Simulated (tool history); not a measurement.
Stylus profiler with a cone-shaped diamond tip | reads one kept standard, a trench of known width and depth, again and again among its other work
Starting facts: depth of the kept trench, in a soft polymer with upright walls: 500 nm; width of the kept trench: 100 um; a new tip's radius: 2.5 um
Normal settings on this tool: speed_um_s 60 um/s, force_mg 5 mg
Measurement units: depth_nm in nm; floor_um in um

run 1 hour=0 | speed_um_s=60 force_mg=5 | depth_nm=505.6 floor_um=94.37
run 2 hour=52.8 | speed_um_s=60 force_mg=5 | depth_nm=505.53 floor_um=94.37
-- hour=96.3 height scale calibrated on a step standard
run 3 hour=103 | speed_um_s=60 force_mg=5 | depth_nm=504.17 floor_um=94.37
run 4 hour=145.2 | speed_um_s=60 force_mg=5 | depth_nm=504.28 floor_um=94.28
run 5 hour=213.2 | speed_um_s=60 force_mg=5 | depth_nm=504.14 floor_um=94.27
run 6 hour=269.6 | speed_um_s=60 force_mg=5 | depth_nm=503.77 floor_um=94.28
run 7 hour=310 | speed_um_s=60 force_mg=5 | depth_nm=503.83 floor_um=94.22
run 8 hour=375.2 | speed_um_s=60 force_mg=5 | depth_nm=503.94 floor_um=94.19
-- hour=416.9 height scale calibrated on a step standard, once more
run 9 hour=433.7 | speed_um_s=60 force_mg=5 | depth_nm=509.18 floor_um=94.2
run 10 hour=502.4 | speed_um_s=60 force_mg=4.37 | depth_nm=508.25 floor_um=94.09
run 11 hour=552.1 | speed_um_s=60 force_mg=7.39 | depth_nm=511.73 floor_um=94.13
run 12 hour=606.1 | speed_um_s=17 force_mg=5 | depth_nm=509 floor_um=94.16
run 13 hour=679.1 | speed_um_s=17 force_mg=5 | depth_nm=509.01 floor_um=94.22
run 14 hour=724.3 | speed_um_s=17 force_mg=5 | depth_nm=508.89 floor_um=94.15
-- hour=765 new tip fitted, height scale calibrated
run 15 hour=765.5 | speed_um_s=17 force_mg=5 | depth_nm=509.89 floor_um=96.88
run 16 hour=841.5 | speed_um_s=17 force_mg=5 | depth_nm=509.58 floor_um=96.7
run 17 hour=901.3 | speed_um_s=60 force_mg=5 | depth_nm=509.18 floor_um=96.55
run 18 hour=972 | speed_um_s=36 force_mg=5 | depth_nm=509.07 floor_um=96.6
run 19 hour=1030.5 | speed_um_s=36 force_mg=5 | depth_nm=509.36 floor_um=96.57
run 20 hour=1092.8 | speed_um_s=36 force_mg=5 | depth_nm=508.99 floor_um=96.45
run 21 hour=1169.1 | speed_um_s=171 force_mg=5 | depth_nm=509.1 floor_um=95.95
run 22 hour=1223.3 | speed_um_s=86 force_mg=1.78 | depth_nm=504.16 floor_um=96.02
run 23 hour=1263.5 | speed_um_s=22 force_mg=13.75 | depth_nm=518.02 floor_um=96.44
run 24 hour=1302.4 | speed_um_s=60 force_mg=8.98 | depth_nm=513.61 floor_um=96.28
run 25 hour=1381.4 | speed_um_s=51 force_mg=2.2 | depth_nm=504.91 floor_um=96.14
run 26 hour=1422 | speed_um_s=46 force_mg=5 | depth_nm=508.65 floor_um=96.15
run 27 hour=1480.6 | speed_um_s=62 force_mg=13.53 | depth_nm=517.61 floor_um=96.13
run 28 hour=1543.3 | speed_um_s=55 force_mg=5 | depth_nm=508.65 floor_um=95.97
run 29 hour=1609.2 | speed_um_s=174 force_mg=4.02 | depth_nm=507.14 floor_um=95.46
run 30 hour=1659.3 | speed_um_s=64 force_mg=11.12 | depth_nm=515.22 floor_um=95.93
run 31 hour=1696.3 | speed_um_s=64 force_mg=11.12 | depth_nm=515.26 floor_um=95.95
run 32 hour=1744.1 | speed_um_s=64 force_mg=11.12 | depth_nm=515.09 floor_um=95.89
run 33 hour=1790.1 | speed_um_s=16 force_mg=14.69 | depth_nm=518.08 floor_um=96
run 34 hour=1848.9 | speed_um_s=22 force_mg=2.13 | depth_nm=504.25 floor_um=95.76
run 35 hour=1899 | speed_um_s=31 force_mg=5.09 | depth_nm=508.65 floor_um=95.84
run 36 hour=1932.2 | speed_um_s=64 force_mg=4.68 | depth_nm=507.78 floor_um=95.68

Some steps in depth_nm between neighbouring runs. How much of each would the tool show without its hidden state too (settings, what came in, random variation), and how much is left for the hidden state, with any gauge scatter that isn't in both results?
Hidden state at play: radius of the tip, um; height scale over the true one, %; drift of the gauge itself on depth_nm, %; drift of the gauge itself on floor_um, %.
Run 2 -> 3: height scale calibrated on a step standard. depth_nm -1.36 nm: hidden state -1.46, all else +0.1.
Run 8 -> 9: height scale calibrated on a step standard, once more. depth_nm +5.24 nm: hidden state +5.36, all else -0.12.
Run 14 -> 15: new tip fitted, height scale calibrated. depth_nm +1 nm: hidden state +0.73, all else +0.27.
Run 22 -> 23: speed_um_s 86 -> 22, force_mg 1.78 -> 13.75. depth_nm +13.86 nm: hidden state -0.05, all else +13.91.
Run 26 -> 27: speed_um_s 46 -> 62, force_mg 5 -> 13.53. depth_nm +8.96 nm: hidden state -0.08, all else +9.04.
Run 33 -> 34: speed_um_s 16 -> 22, force_mg 14.69 -> 2.13. depth_nm -13.83 nm: hidden state -0.05, all else -13.78.
